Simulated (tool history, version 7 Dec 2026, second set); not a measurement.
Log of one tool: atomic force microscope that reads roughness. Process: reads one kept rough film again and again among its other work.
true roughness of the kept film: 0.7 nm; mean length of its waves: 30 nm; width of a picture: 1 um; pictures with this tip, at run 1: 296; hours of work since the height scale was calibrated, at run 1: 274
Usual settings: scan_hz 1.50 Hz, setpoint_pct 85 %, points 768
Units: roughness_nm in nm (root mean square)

run	hour	scan_hz	setpoint_pct	points	pictures with this tip	hours of work since the height scale was calibrated	roughness_nm
1	0.0	1.50	85	768	296	274	0.505
# hour 22.9: new tip fitted
2	31.9	1.50	85	469	9	290	0.564
3	50.9	1.50	63	768	27	300	0.627
4	67.9	1.50	63	768	44	309	0.625
5	96.7	1.06	85	768	72	324	0.577
6	118.1	1.06	85	768	93	336	0.573
7	138.9	1.06	85	768	114	347	0.567
8	160.4	1.36	85	768	135	358	0.540
9	188.6	1.50	85	768	163	373	0.529
10	207.1	1.50	64	768	181	383	0.595
11	234.6	1.50	85	768	208	397	0.529
12	259.6	1.50	85	768	233	410	0.520

The next listed run, before its measurement:
13	297.4	1.50	85	768	270	430	?

Run 13 gave roughness_nm 0.514 nm (root mean square).
Without the tool's hidden state the same run would have given roughness_nm 0.561 nm (root mean square).
